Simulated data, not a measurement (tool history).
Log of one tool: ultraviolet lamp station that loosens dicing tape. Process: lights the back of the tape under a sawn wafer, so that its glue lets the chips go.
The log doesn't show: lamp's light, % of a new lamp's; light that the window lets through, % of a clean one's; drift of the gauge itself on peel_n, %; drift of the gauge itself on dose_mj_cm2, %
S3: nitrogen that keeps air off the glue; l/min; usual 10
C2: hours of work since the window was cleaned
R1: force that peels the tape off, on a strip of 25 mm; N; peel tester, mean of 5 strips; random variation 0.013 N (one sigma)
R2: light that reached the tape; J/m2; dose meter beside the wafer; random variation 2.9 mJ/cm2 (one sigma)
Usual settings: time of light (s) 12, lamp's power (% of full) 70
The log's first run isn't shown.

{"run": 2, "day": 1.062, "time of light (s)": 12, "lamp's power (% of full)": 70, "S3": 10, "hours of work of the lamp": 312, "C2": 13, "R1": 0.585, "R2": 4150}
{"run": 3, "day": 2.129, "time of light (s)": 12, "lamp's power (% of full)": 70, "S3": 6, "hours of work of the lamp": 325, "C2": 26, "R1": 0.666, "R2": 4150}
{"run": 4, "day": 3.779, "time of light (s)": 12, "lamp's power (% of full)": 70, "S3": 6, "hours of work of the lamp": 345, "C2": 46, "R1": 0.662, "R2": 4140}
{"run": 5, "day": 4.588, "time of light (s)": 12, "lamp's power (% of full)": 70, "S3": 6, "hours of work of the lamp": 355, "C2": 56, "R1": 0.689, "R2": 4140}
{"run": 6, "day": 6.071, "time of light (s)": 12, "lamp's power (% of full)": 70, "S3": 6, "hours of work of the lamp": 373, "C2": 74, "R1": 0.683, "R2": 4090}
{"run": 7, "day": 7.15, "time of light (s)": 12, "lamp's power (% of full)": 70, "S3": 6, "hours of work of the lamp": 386, "C2": 87, "R1": 0.708, "R2": 4170}
{"run": 8, "day": 8.471, "time of light (s)": 12, "lamp's power (% of full)": 70, "S3": 16, "hours of work of the lamp": 402, "C2": 103, "R1": 0.532, "R2": 4130}
{"run": 9, "day": 9.696, "time of light (s)": 12, "lamp's power (% of full)": 70, "S3": 16, "hours of work of the lamp": 417, "C2": 118, "R1": 0.544, "R2": 4140}
{"run": 10, "day": 10.475, "time of light (s)": 12, "lamp's power (% of full)": 70, "S3": 16, "hours of work of the lamp": 426, "C2": 128, "R1": 0.532, "R2": 4150}
{"run": 11, "day": 12.262, "time of light (s)": 12, "lamp's power (% of full)": 70, "S3": 16, "hours of work of the lamp": 448, "C2": 149, "R1": 0.537, "R2": 4100}
{"run": 12, "day": 13.725, "time of light (s)": 12, "lamp's power (% of full)": 70, "S3": 4, "hours of work of the lamp": 466, "C2": 167, "R1": 0.776, "R2": 4140}
{"run": 13, "day": 14.462, "time of light (s)": 12, "lamp's power (% of full)": 70, "S3": 4, "hours of work of the lamp": 475, "C2": 176, "R1": 0.759, "R2": 4160}
{"run": 14, "day": 15.521, "time of light (s)": 12, "lamp's power (% of full)": 70, "S3": 8, "hours of work of the lamp": 488, "C2": 189, "R1": 0.635, "R2": 4170}
{"run": 15, "day": 16.25, "time of light (s)": 12, "lamp's power (% of full)": 70, "S3": 8, "hours of work of the lamp": 497, "C2": 198, "R1": 0.654, "R2": 4130}
{"run": 16, "day": 17.738, "time of light (s)": 12, "lamp's power (% of full)": 70, "S3": 8, "hours of work of the lamp": 515, "C2": 216, "R1": 0.629, "R2": 4110}
{"run": 17, "day": 19.217, "time of light (s)": 13, "lamp's power (% of full)": 70, "S3": 8, "hours of work of the lamp": 533, "C2": 234, "R1": 0.559, "R2": 4440}
{"run": 18, "day": 20.438, "time of light (s)": 13, "lamp's power (% of full)": 70, "S3": 10, "hours of work of the lamp": 548, "C2": 249, "R1": 0.507, "R2": 4480}
{"run": 19, "day": 22.258, "time of light (s)": 13, "lamp's power (% of full)": 98, "S3": 10, "hours of work of the lamp": 570, "C2": 271, "R1": 0.317, "R2": 6200}
{"day": 23.783, "done": "window cleaned of glue's vapour"}
{"run": 20, "day": 23.917, "time of light (s)": 13, "lamp's power (% of full)": 98, "S3": 10, "hours of work of the lamp": 590, "C2": 2, "R1": 0.324, "R2": 6270}
{"run": 21, "day": 24.829, "time of light (s)": 13, "lamp's power (% of full)": 98, "S3": 10, "hours of work of the lamp": 601, "C2": 13, "R1": 0.327, "R2": 6310}
{"run": 22, "day": 25.729, "time of light (s)": 12, "lamp's power (% of full)": 75, "S3": 7, "hours of work of the lamp": 612, "C2": 24, "R1": 0.593, "R2": 4420}

The next listed run, before its measurement:
{"run": 23, "day": 27.383, "time of light (s)": 19, "lamp's power (% of full)": 86, "S3": 14, "hours of work of the lamp": 632, "C2": 44, "R1": "?", "R2": "?"}

{"run 23": {"R1": 0.24, "R2": 8060}}
Without the tool's hidden state the same run would have given R1 0.239 N, R2 8070 J/m2.

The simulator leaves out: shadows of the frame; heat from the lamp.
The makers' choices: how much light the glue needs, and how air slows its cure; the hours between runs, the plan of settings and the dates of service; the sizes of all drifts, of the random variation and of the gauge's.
